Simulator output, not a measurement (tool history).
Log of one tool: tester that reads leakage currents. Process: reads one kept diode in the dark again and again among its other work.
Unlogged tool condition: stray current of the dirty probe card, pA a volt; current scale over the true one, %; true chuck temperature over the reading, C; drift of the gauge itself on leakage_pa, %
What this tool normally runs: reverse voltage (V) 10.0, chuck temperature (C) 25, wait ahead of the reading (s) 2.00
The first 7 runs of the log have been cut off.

run,hour,reverse voltage (V),chuck temperature (C),wait ahead of the reading (s),hours of work since the probe card was cleaned,hours of work since the tester was calibrated,hours of work since the chuck was calibrated,current that the tester gives (pA)
8,234.6,6.6,25,2.00,1061,1554,719,134.03
9,263.0,10.0,25,2.00,1076,1568,733,170.38
10,283.2,10.0,25,2.00,1086,1578,744,170.51
11,329.5,10.0,25,2.00,1109,1602,767,171.79
12,358.4,10.0,25,2.00,1124,1616,781,171.38
13,383.2,10.0,22,2.00,1136,1629,794,134.98
14,429.3,1.8,25,2.00,1159,1652,817,64.10
15,451.2,1.8,25,2.00,1170,1663,828,64.59
16,478.3,11.7,25,2.00,1184,1677,842,187.97
17,511.3,18.6,49,7.09,1201,1693,858,1430.83
18,538.5,3.9,22,9.82,1214,1707,872,78.22
19,560.8,3.9,22,9.82,1226,1718,883,78.27
20,598.7,1.6,25,0.44,1245,1737,902,61.03
21,633.5,19.2,32,0.44,1262,1755,920,440.46
22,675.2,19.2,32,0.44,1283,1776,941,440.04
23,701.2,3.4,31,0.72,1296,1789,954,149.43
24,746.3,3.4,31,0.72,1319,1811,977,150.92
# hour 789.8: chuck's temperature calibrated
25,790.9,12.3,49,2.15,1340,1833,1,1098.62
26,838.0,4.6,49,3.16,1364,1857,24,636.32
27,871.1,3.9,33,0.96,1381,1873,41,179.71
28,898.1,3.9,33,0.96,1394,1887,55,179.53
29,937.8,10.0,53,2.00,1415,1907,75,1292.91
30,969.9,10.0,38,0.44,1431,1923,91,452.84
31,1009.4,2.4,20,4.49,1451,1943,111,48.68
32,1030.1,2.3,25,7.72,1461,1953,121,71.17

Predict each of these 4 candidate next runs independently; none follows another, all start after run 32:
A,1059.7,1.4,21,2.06,1476,1968,136,?
B,1059.7,2.1,40,0.36,1476,1968,136,?
C,1059.7,3.9,34,0.31,1476,1968,136,?
D,1059.7,1.7,36,0.44,1476,1968,136,?

run,current that the tester gives (pA)
A,38.97
B,215.26
C,196.78
D,141.99
Without the tool's unlogged condition, the same runs would have read:
run,current that the tester gives (pA)
A,38.91
B,217.46
C,197.93
D,143.30

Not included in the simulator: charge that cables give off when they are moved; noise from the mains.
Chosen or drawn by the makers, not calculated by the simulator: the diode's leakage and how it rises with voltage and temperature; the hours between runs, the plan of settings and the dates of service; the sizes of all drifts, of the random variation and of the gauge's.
